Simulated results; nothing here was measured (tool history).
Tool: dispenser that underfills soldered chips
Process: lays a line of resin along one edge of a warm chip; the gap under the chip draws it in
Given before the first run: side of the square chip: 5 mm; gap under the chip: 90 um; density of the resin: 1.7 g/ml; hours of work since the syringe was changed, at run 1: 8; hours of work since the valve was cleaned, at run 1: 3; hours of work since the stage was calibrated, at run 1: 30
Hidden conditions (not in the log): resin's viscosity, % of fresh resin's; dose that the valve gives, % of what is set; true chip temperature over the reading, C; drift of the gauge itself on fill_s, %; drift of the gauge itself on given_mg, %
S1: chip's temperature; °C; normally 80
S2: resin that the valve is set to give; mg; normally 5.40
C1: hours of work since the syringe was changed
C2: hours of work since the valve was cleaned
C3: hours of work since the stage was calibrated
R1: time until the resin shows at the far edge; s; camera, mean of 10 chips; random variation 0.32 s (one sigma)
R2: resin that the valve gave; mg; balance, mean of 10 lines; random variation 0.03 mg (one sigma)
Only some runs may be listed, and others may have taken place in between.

run,hour,S1,S2,C1,C2,C3,R1,R2
1,0.0,80,5.40,8,3,30,13.6,5.35
2,3.4,79,5.40,11,5,33,16.0,5.37
# hour 4.7: new syringe of resin
3,8.6,79,6.78,3,9,36,11.3,6.75
4,13.4,70,6.78,6,12,40,18.3,6.61
5,16.4,70,6.78,9,14,42,19.9,6.64
# hour 20.1: new syringe of resin
6,20.9,81,5.40,1,18,45,10.0,5.30
7,23.7,92,5.40,3,20,47,7.4,5.26
8,27.7,92,5.40,6,23,50,8.9,5.29
9,32.7,92,5.40,9,26,54,10.0,5.27
# hour 35.5: new syringe of resin
10,36.3,82,5.40,1,29,56,9.1,5.26
11,39.1,82,5.40,3,31,58,9.9,5.24
12,41.5,82,5.40,4,33,60,10.8,5.23
13,46.0,82,5.40,8,36,64,13.1,5.16
# hour 51.0: new syringe of resin
14,51.7,80,5.40,0,40,67,9.3,5.21
15,56.2,80,5.40,4,43,71,11.7,5.12
16,59.9,80,5.40,7,46,74,13.4,5.13
17,63.0,80,5.40,9,48,76,15.2,5.11
# hour 66.3: new syringe of resin
18,66.3,80,5.40,0,50,78,9.7,5.13
19,69.1,80,5.40,2,52,80,11.0,5.10
20,71.4,67,5.25,4,54,82,18.8,4.98
21,76.8,74,4.62,8,58,86,18.3,4.40
22,81.1,74,4.62,11,61,89,20.4,4.36
# hour 81.8: new syringe of resin
23,84.8,74,4.62,2,64,91,13.9,4.30
24,89.2,67,5.08,5,67,95,19.6,4.77
25,94.3,74,5.09,9,71,98,18.8,4.73
# hour 97.2: new syringe of resin
26,99.0,84,5.24,1,74,102,8.4,4.81
27,103.9,92,6.78,5,78,105,8.0,6.24
28,108.6,92,6.78,8,81,109,9.1,6.19
# hour 112.7: new syringe of resin
29,112.7,83,4.99,0,84,112,9.6,4.53
30,115.1,85,5.40,2,86,113,8.5,4.96
31,120.6,83,5.48,6,90,117,11.6,4.96
32,126.2,79,5.74,10,94,122,16.3,5.21
# hour 128.1: new syringe of resin
33,130.7,82,5.67,2,97,125,8.8,5.10
34,134.5,65,4.88,5,100,127,22.1,4.42
35,139.2,78,6.75,8,103,131,13.9,6.03
36,142.3,78,6.75,10,106,133,16.3,6.03
# hour 143.5: new syringe of resin
37,147.2,68,4.77,3,109,137,18.4,4.20
38,151.5,68,4.77,6,112,140,20.8,4.24

Each row is a separate what-if for the run after 38, all from the same tool condition, not one after another. Results?
A,155.6,94,5.35,9,115,143,?,?
B,155.6,73,5.52,9,115,143,?,?
C,155.6,91,6.82,9,115,143,?,?

run,R1,R2
A,9.6,4.77
B,18.3,4.92
C,9.7,6.04
With no hidden state in the tool, these same runs would have given:
run,R1,R2
A,6.3,5.38
B,12.0,5.55
C,6.5,6.82
